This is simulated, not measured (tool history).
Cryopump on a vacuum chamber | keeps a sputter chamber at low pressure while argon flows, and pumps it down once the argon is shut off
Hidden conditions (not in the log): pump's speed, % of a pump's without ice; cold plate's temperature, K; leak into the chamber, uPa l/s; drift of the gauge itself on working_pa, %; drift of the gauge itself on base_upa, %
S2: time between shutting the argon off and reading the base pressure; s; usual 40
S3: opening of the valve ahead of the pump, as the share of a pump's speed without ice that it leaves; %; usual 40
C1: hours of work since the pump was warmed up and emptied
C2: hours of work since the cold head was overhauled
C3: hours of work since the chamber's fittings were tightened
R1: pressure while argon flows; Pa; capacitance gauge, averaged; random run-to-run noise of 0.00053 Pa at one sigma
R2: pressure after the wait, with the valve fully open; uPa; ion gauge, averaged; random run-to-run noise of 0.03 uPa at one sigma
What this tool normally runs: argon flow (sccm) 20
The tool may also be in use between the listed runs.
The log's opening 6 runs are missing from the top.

Run 7, hour 210.1: usual settings; C1 561; C2 561; C3 1184. Result: R1 0.0477 Pa, R2 2.78 uPa.
At hour 224.3: leaking fittings of the chamber tightened, without venting.
Run 8, hour 253.2: usual settings but S2 22 s; C1 592; C2 592; C3 22. Result: R1 0.0486 Pa, R2 2.77 uPa.
Run 9, hour 295.5: usual settings but argon flow (sccm) 13, S2 22 s; C1 624; C2 624; C3 53. Result: R1 0.0323 Pa, R2 2.76 uPa.
Run 10, hour 321.8: usual settings but argon flow (sccm) 13, S2 22 s; C1 643; C2 643; C3 73. Result: R1 0.0321 Pa, R2 2.75 uPa.
Run 11, hour 343.9: usual settings but argon flow (sccm) 13, S2 22 s; C1 660; C2 660; C3 89. Result: R1 0.0327 Pa, R2 2.73 uPa.
Run 12, hour 372.8: usual settings but argon flow (sccm) 13, S2 22 s; C1 681; C2 681; C3 111. Result: R1 0.0317 Pa, R2 2.8 uPa.
Run 13, hour 420.1: usual settings; C1 717; C2 717; C3 146. Result: R1 0.0504 Pa, R2 1.76 uPa.
Run 14, hour 463.9: usual settings; C1 749; C2 749; C3 179. Result: R1 0.0504 Pa, R2 1.79 uPa.
Run 15, hour 483: usual settings; C1 764; C2 764; C3 193. Result: R1 0.0506 Pa, R2 1.76 uPa.
Run 16, hour 527.2: usual settings; C1 797; C2 797; C3 226. Result: R1 0.0513 Pa, R2 1.82 uPa.
Run 17, hour 564.4: usual settings but argon flow (sccm) 13; C1 825; C2 825; C3 254. Result: R1 0.0338 Pa, R2 1.92 uPa.
Run 18, hour 610.3: usual settings but argon flow (sccm) 13; C1 859; C2 859; C3 288. Result: R1 0.0341 Pa, R2 1.91 uPa.
Run 19, hour 648.2: usual settings but argon flow (sccm) 13; C1 887; C2 887; C3 317. Result: R1 0.0333 Pa, R2 1.92 uPa.
At hour 657.1: pump warmed up, emptied and cooled again.
Run 20, hour 691.7: usual settings but argon flow (sccm) 13; C1 26; C2 916; C3 345. Result: R1 0.0289 Pa, R2 1.81 uPa.
Run 21, hour 732.9: usual settings but argon flow (sccm) 13; C1 57; C2 947; C3 376. Result: R1 0.0297 Pa, R2 1.82 uPa.
Run 22, hour 778.2: usual settings but argon flow (sccm) 38; C1 90; C2 981; C3 410. Result: R1 0.0845 Pa, R2 1.88 uPa.
Run 23, hour 804.3: usual settings but S2 194 s; C1 110; C2 1000; C3 430. Result: R1 0.0434 Pa, R2 0.84 uPa.
Run 24, hour 849.1: usual settings but argon flow (sccm) 9, S3 19 %; C1 143; C2 1033; C3 463. Result: R1 0.0415 Pa, R2 1.91 uPa.
Run 25, hour 869.3: usual settings but argon flow (sccm) 9, S3 19 %; C1 159; C2 1049; C3 478. Result: R1 0.0412 Pa, R2 1.89 uPa.
Run 26, hour 905.2: usual settings but S2 25 s, S3 32 %; C1 185; C2 1075; C3 505. Result: R1 0.0566 Pa, R2 2.78 uPa.
Run 27, hour 936.8: usual settings but argon flow (sccm) 29, S2 22 s, S3 53 %; C1 209; C2 1099; C3 529. Result: R1 0.0512 Pa, R2 3.04 uPa.
Run 28, hour 960.6: usual settings but argon flow (sccm) 35, S2 25 s, S3 53 %; C1 227; C2 1117; C3 546. Result: R1 0.0613 Pa, R2 2.79 uPa.
Run 29, hour 1000.2: usual settings but argon flow (sccm) 18, S3 30 %; C1 256; C2 1146; C3 576. Result: R1 0.0543 Pa, R2 2.07 uPa.
Run 30, hour 1047.1: usual settings but argon flow (sccm) 18, S3 30 %; C1 291; C2 1181; C3 611. Result: R1 0.054 Pa, R2 2.12 uPa.

Predict the results of run 31:
Run 31, hour 1070.9: usual settings but argon flow (sccm) 18, S3 30 %; C1 309; C2 1199; C3 629. Result: R1 ?, R2 ?.

{"run 31": {"R1": 0.0549, "R2": 2.14}}
With no hidden state in the tool, this same run would have given R1 0.0527 Pa, R2 1.5 uPa.
